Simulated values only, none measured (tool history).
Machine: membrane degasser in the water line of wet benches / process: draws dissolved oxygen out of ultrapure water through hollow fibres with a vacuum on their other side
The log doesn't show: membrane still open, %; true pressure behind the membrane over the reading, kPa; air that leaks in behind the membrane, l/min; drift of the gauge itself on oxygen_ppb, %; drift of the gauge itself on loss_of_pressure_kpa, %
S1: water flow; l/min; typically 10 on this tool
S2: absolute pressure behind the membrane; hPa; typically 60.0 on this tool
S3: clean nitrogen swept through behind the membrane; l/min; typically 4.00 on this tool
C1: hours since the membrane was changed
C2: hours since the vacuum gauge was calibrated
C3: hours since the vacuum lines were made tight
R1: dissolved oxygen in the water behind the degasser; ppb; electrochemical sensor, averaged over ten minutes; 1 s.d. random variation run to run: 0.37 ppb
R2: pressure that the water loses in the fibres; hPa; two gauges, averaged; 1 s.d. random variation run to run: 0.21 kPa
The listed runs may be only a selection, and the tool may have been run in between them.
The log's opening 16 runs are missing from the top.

run 17 hour=1406.8 | S1=12 S2=76.2 S3=9.51 | C1=3896 C2=388 C3=2413 | R1=28.5 R2=621.4
run 18 hour=1488.0 | S1=15 S2=108.5 S3=4.54 | C1=3977 C2=469 C3=2494 | R1=106.6 R2=777.2
-- hour=1534.4 vacuum gauge calibrated, once more
run 19 hour=1592.7 | S1=15 S2=108.5 S3=4.54 | C1=4081 C2=58 C3=2599 | R1=105.1 R2=773.2
run 20 hour=1679.1 | S1=15 S2=133.7 S3=2.19 | C1=4168 C2=145 C3=2685 | R1=207.0 R2=776.8
run 21 hour=1736.8 | S1=12 S2=45.9 S3=3.11 | C1=4225 C2=202 C3=2743 | R1=28.0 R2=623.0
run 22 hour=1801.2 | S1=12 S2=45.9 S3=8.46 | C1=4290 C2=267 C3=2807 | R1=19.2 R2=623.0
run 23 hour=1910.0 | S1=12 S2=45.9 S3=8.46 | C1=4398 C2=376 C3=2916 | R1=20.0 R2=625.4
run 24 hour=2020.9 | S1=12 S2=45.9 S3=8.46 | C1=4509 C2=487 C3=3027 | R1=19.5 R2=625.3
run 25 hour=2111.9 | S1=10 S2=85.6 S3=9.94 | C1=4600 C2=578 C3=3118 | R1=18.5 R2=517.7
run 26 hour=2221.0 | S1=14 S2=139.6 S3=2.13 | C1=4709 C2=687 C3=3227 | R1=199.9 R2=725.1
run 27 hour=2313.0 | S1=8 S2=73.6 S3=8.02 | C1=4801 C2=779 C3=3319 | R1=11.5 R2=414.5
run 28 hour=2410.0 | S1=8 S2=73.6 S3=8.02 | C1=4898 C2=876 C3=3416 | R1=12.2 R2=415.1
run 29 hour=2488.0 | S1=10 S2=37.9 S3=4.00 | C1=4976 C2=954 C3=3494 | R1=8.7 R2=523.3
run 30 hour=2592.5 | S1=9 S2=107.2 S3=4.04 | C1=5081 C2=1058 C3=3598 | R1=44.8 R2=467.6
run 31 hour=2681.2 | S1=9 S2=60.0 S3=4.67 | C1=5170 C2=1147 C3=3687 | R1=17.0 R2=466.9

Predict each of these 3 candidate next runs independently; none follows another, all start after run 31:
run A hour=2730.0 | S1=13 S2=49.1 S3=2.59 | C1=5218 C2=1196 C3=3736 | R1=? R2=?
run B hour=2730.0 | S1=14 S2=60.0 S3=3.97 | C1=5218 C2=1196 C3=3736 | R1=? R2=?
run C hour=2730.0 | S1=8 S2=36.6 S3=8.82 | C1=5218 C2=1196 C3=3736 | R1=? R2=?

run=A R1=43.5 R2=678.9
run=B R1=56.9 R2=726.6
run=C R1=1.5 R2=417.9
With no hidden state in the tool, these same runs would have given:
run=A R1=39.5 R2=661.3
run=B R1=51.8 R2=707.6
run=C R1=1.2 R2=407.0

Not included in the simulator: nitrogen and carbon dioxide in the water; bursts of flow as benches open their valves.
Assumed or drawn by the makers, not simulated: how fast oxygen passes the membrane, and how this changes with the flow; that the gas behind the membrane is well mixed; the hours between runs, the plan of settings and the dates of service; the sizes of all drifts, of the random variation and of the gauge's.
